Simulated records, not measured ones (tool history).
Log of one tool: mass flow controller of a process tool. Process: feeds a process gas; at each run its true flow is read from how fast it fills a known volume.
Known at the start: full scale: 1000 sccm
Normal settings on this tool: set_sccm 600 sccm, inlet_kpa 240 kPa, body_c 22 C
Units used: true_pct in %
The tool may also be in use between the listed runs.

Run 1, hour 0: usual settings. Result: true_pct 98.89 %.
Run 2, hour 283.6: usual settings. Result: true_pct 98.97 %.
Run 3, hour 425.2: usual settings but body_c 37 C. Result: true_pct 98.32 %.
Run 4, hour 754: usual settings but body_c 37 C. Result: true_pct 98.4 %.
Run 5, hour 1061.7: usual settings but body_c 37 C. Result: true_pct 98.26 %.
Run 6, hour 1301.9: usual settings but body_c 23 C. Result: true_pct 98.87 %.
Run 7, hour 1614.1: usual settings but inlet_kpa 175 kPa. Result: true_pct 98.86 %.
Run 8, hour 1946: usual settings but inlet_kpa 175 kPa. Result: true_pct 98.79 %.
Run 9, hour 2180.3: usual settings but inlet_kpa 175 kPa. Result: true_pct 98.75 %.
Run 10, hour 2462.1: usual settings. Result: true_pct 98.79 %.
Run 11, hour 2748.3: usual settings but inlet_kpa 272 kPa. Result: true_pct 98.91 %.
Run 12, hour 2895.8: usual settings but inlet_kpa 272 kPa. Result: true_pct 98.97 %.
Run 13, hour 3224.9: usual settings but inlet_kpa 272 kPa. Result: true_pct 98.92 %.
Run 14, hour 3409.7: usual settings but inlet_kpa 272 kPa. Result: true_pct 98.82 %.
Run 15, hour 3614.7: usual settings but set_sccm 814 sccm. Result: true_pct 99.67 %.
Run 16, hour 3761.8: usual settings but set_sccm 814 sccm, inlet_kpa 210 kPa. Result: true_pct 99.56 %.
Run 17, hour 3919.7: usual settings but inlet_kpa 165 kPa. Result: true_pct 98.77 %.
Run 18, hour 4145.6: usual settings. Result: true_pct 98.81 %.
Run 19, hour 4335.9: usual settings. Result: true_pct 98.85 %.
Run 20, hour 4581.3: usual settings but body_c 30 C. Result: true_pct 98.47 %.
Run 21, hour 4804.2: usual settings but body_c 30 C. Result: true_pct 98.46 %.
Run 22, hour 4999.4: usual settings. Result: true_pct 98.85 %.
Run 23, hour 5198.6: usual settings but set_sccm 455 sccm. Result: true_pct 98.02 %.
Run 24, hour 5436.3: usual settings but set_sccm 278 sccm. Result: true_pct 96.39 %.
Run 25, hour 5584.5: usual settings but set_sccm 278 sccm. Result: true_pct 96.4 %.
Run 26, hour 5918.9: usual settings but set_sccm 100 sccm, inlet_kpa 160 kPa. Result: true_pct 90.31 %.
Run 27, hour 6209.6: usual settings but set_sccm 100 sccm, inlet_kpa 160 kPa. Result: true_pct 90.12 %.
Run 28, hour 6397.2: usual settings but set_sccm 440 sccm, inlet_kpa 168 kPa, body_c 26 C. Result: true_pct 97.6 %.
Run 29, hour 6616.7: usual settings but set_sccm 399 sccm. Result: true_pct 97.53 %.
Run 30, hour 6886.8: usual settings but set_sccm 399 sccm. Result: true_pct 97.47 %.
Run 31, hour 7144.2: usual settings but set_sccm 254 sccm. Result: true_pct 95.77 %.
Run 32, hour 7312: usual settings but set_sccm 541 sccm, body_c 33 C. Result: true_pct 97.97 %.
Run 33, hour 7595.5: usual settings but set_sccm 134 sccm, body_c 24 C. Result: true_pct 92.08 %.
Run 34, hour 7765.7: usual settings but set_sccm 121 sccm, inlet_kpa 254 kPa. Result: true_pct 91.27 %.
Run 35, hour 8007.2: usual settings but set_sccm 173 sccm, inlet_kpa 172 kPa. Result: true_pct 93.63 %.
Run 36, hour 8189.2: usual settings but set_sccm 173 sccm, inlet_kpa 172 kPa. Result: true_pct 93.63 %.
Run 37, hour 8348.8: usual settings but set_sccm 129 sccm, inlet_kpa 245 kPa, body_c 25 C. Result: true_pct 91.62 %.
Run 38, hour 8538.3: usual settings but set_sccm 112 sccm, inlet_kpa 152 kPa, body_c 30 C. Result: true_pct 89.95 %.
Run 39, hour 8880.3: usual settings but set_sccm 912 sccm, inlet_kpa 272 kPa, body_c 21 C. Result: true_pct 100.04 %.
Run 40, hour 9036.8: usual settings but set_sccm 312 sccm. Result: true_pct 96.45 %.
Run 41, hour 9189.4: usual settings but set_sccm 312 sccm. Result: true_pct 96.37 %.
Run 42, hour 9468.9: usual settings but set_sccm 181 sccm, inlet_kpa 179 kPa, body_c 32 C. Result: true_pct 93.33 %.
Run 43, hour 9759.6: usual settings but set_sccm 181 sccm, inlet_kpa 179 kPa, body_c 32 C. Result: true_pct 93.22 %.
Run 44, hour 10041.8: usual settings but set_sccm 117 sccm, inlet_kpa 173 kPa, body_c 25 C. Result: true_pct 90.11 %.
Run 45, hour 10276.5: usual settings but set_sccm 101 sccm, inlet_kpa 233 kPa, body_c 24 C. Result: true_pct 88.64 %.
Run 46, hour 10425.6: usual settings but set_sccm 564 sccm, inlet_kpa 158 kPa, body_c 27 C. Result: true_pct 98.12 %.
Run 47, hour 10599.2: usual settings but set_sccm 237 sccm, body_c 21 C. Result: true_pct 94.99 %.
Run 48, hour 10826.1: usual settings but set_sccm 237 sccm, body_c 21 C. Result: true_pct 94.94 %.

Consider 3 possible next runs. They are alternatives, not a sequence: every one starts from the tool as it was left by run 48. What does each give?
Run A, hour 11019.9: usual settings but set_sccm 274 sccm, inlet_kpa 229 kPa, body_c 35 C. Result: true_pct ?.
Run B, hour 11019.9: usual settings but set_sccm 906 sccm, inlet_kpa 249 kPa, body_c 21 C. Result: true_pct ?.
Run C, hour 11019.9: usual settings but set_sccm 237 sccm, body_c 33 C. Result: true_pct ?.

run  true_pct
  A     95.19
  B     99.94
  C     94.52
With no hidden state in the tool, these same runs would have given:
run  true_pct
  A     97.97
  B     99.95
  C     97.91
